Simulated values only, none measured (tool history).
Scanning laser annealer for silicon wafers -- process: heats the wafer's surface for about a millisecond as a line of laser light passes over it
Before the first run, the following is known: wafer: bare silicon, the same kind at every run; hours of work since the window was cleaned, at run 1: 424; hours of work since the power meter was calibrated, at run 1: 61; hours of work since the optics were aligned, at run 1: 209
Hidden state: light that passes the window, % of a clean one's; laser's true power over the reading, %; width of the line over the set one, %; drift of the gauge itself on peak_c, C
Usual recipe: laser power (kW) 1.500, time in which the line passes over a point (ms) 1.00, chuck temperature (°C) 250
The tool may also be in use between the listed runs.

run   hour  laser power (kW)  time in which the line passes over a point (ms)  chuck temperature (°C)  hours of work since the window was cleaned  hours of work since the power meter was calibrated  hours of work since the optics were aligned  highest temperature of the surface (°C)
  1    0.0             1.500                                             1.00                     250                                         424                                                  61                                          209                                     1051
  2    9.2             1.500                                             1.00                     266                                         429                                                  66                                          215                                     1067
  3   20.3             1.500                                             1.00                     266                                         436                                                  73                                          221                                     1068
  4   29.7             1.500                                             1.00                     250                                         441                                                  78                                          227                                     1049
  5   43.3             1.500                                             1.00                     250                                         450                                                  87                                          235                                     1050
  6   55.7             1.642                                             1.00                     250                                         457                                                  94                                          242                                     1120
  7   68.2             1.642                                             1.00                     250                                         465                                                 101                                          250                                     1122
  8   80.1             1.642                                             1.00                     250                                         472                                                 109                                          257                                     1120
  9   90.0             1.642                                             1.00                     250                                         478                                                 115                                          263                                     1124
 10  106.4             1.642                                             1.00                     250                                         487                                                 124                                          273                                     1122
 11  120.2             1.642                                             1.00                     250                                         496                                                 133                                          281                                     1120
 12  136.7             1.642                                             1.00                     250                                         506                                                 143                                          291                                     1119
 13  147.7             1.642                                             1.00                     250                                         512                                                 149                                          298                                     1121
 14  165.1             1.492                                             1.00                     240                                         523                                                 160                                          308                                     1034
 15  184.9             1.344                                             0.81                     247                                         535                                                 172                                          320                                      888
 16  198.4             1.344                                             0.81                     247                                         543                                                 180                                          328                                      886
 17  207.8             1.344                                             0.81                     247                                         548                                                 185                                          334                                      890
 18  226.8             1.500                                             1.12                     250                                         560                                                 197                                          345                                     1098
 19  235.4             1.560                                             1.20                     250                                         565                                                 202                                          350                                     1165
 20  255.0             1.510                                             1.08                     289                                         577                                                 214                                          362                                     1123
 21  274.6             1.339                                             1.00                     267                                         589                                                 226                                          374                                      981
 22  289.1             1.308                                             0.73                     267                                         597                                                 234                                          383                                      855
 23  308.6             1.328                                             0.74                     250                                         609                                                 246                                          395                                      854

What if the next run were any one of these 4? Each begins from the tool's condition after run 23:
  A  319.4             1.328                                             0.74                     241                                         616                                                 253                                          401                                        ?
  B  319.4             1.448                                             1.00                     250                                         616                                                 253                                          401                                        ?
  C  319.4             1.500                                             1.00                     253                                         616                                                 253                                          401                                        ?
  D  319.4             1.500                                             1.13                     250                                         616                                                 253                                          401                                        ?

run  highest temperature of the surface (°C)
  A                                      842
  B                                     1019
  C                                     1047
  D                                     1096
Take away the tool's hidden state, keep each run's random variation, and the runs would have read:
run  highest temperature of the surface (°C)
  A                                      859
  B                                     1042
  C                                     1070
  D                                     1121
